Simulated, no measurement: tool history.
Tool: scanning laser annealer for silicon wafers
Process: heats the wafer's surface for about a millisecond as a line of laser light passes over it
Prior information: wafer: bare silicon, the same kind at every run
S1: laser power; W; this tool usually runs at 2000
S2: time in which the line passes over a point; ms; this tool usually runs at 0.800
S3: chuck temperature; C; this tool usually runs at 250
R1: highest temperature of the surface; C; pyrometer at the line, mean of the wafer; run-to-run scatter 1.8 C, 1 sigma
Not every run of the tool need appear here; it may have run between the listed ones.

run 1 hour=0.0 | S1=2000 S2=0.800 S3=250 | R1=978
run 2 hour=14.2 | S1=2000 S2=0.800 S3=250 | R1=977
run 3 hour=43.7 | S1=2000 S2=0.800 S3=250 | R1=977
run 4 hour=72.8 | S1=2000 S2=0.927 S3=250 | R1=1039
run 5 hour=90.5 | S1=2000 S2=0.811 S3=250 | R1=978
-- hour=96.8 optics aligned, line set to its width
run 6 hour=119.4 | S1=2000 S2=0.800 S3=273 | R1=994
run 7 hour=147.1 | S1=2000 S2=0.800 S3=273 | R1=991
run 8 hour=162.8 | S1=2000 S2=0.861 S3=273 | R1=1020
run 9 hour=176.0 | S1=2000 S2=0.590 S3=273 | R1=878
run 10 hour=191.9 | S1=1724 S2=0.915 S3=273 | R1=916
run 11 hour=214.3 | S1=1745 S2=0.700 S3=246 | R1=808
run 12 hour=239.3 | S1=2110 S2=0.622 S3=275 | R1=935
run 13 hour=258.8 | S1=2067 S2=0.697 S3=272 | R1=956
-- hour=284.3 optics aligned, line set to its width, once more
run 14 hour=293.8 | S1=1788 S2=0.654 S3=280 | R1=846
run 15 hour=313.6 | S1=1912 S2=0.654 S3=253 | R1=861
run 16 hour=337.1 | S1=1912 S2=0.654 S3=253 | R1=863
run 17 hour=352.1 | S1=2000 S2=0.718 S3=219 | R1=896
run 18 hour=374.5 | S1=2000 S2=0.718 S3=219 | R1=898

Predict each of these 4 candidate next runs independently; none follows another, all start after run 18:
run A hour=389.1 | S1=2000 S2=0.800 S3=273 | R1=?
run B hour=389.1 | S1=1800 S2=0.839 S3=266 | R1=?
run C hour=389.1 | S1=2059 S2=0.671 S3=250 | R1=?
run D hour=389.1 | S1=2000 S2=0.889 S3=250 | R1=?

run=A R1=991
run=B R1=908
run=C R1=923
run=D R1=1009
Without the tool's unlogged condition, the same runs would have read:
run=A R1=1045
run=B R1=956
run=C R1=973
run=D R1=1066
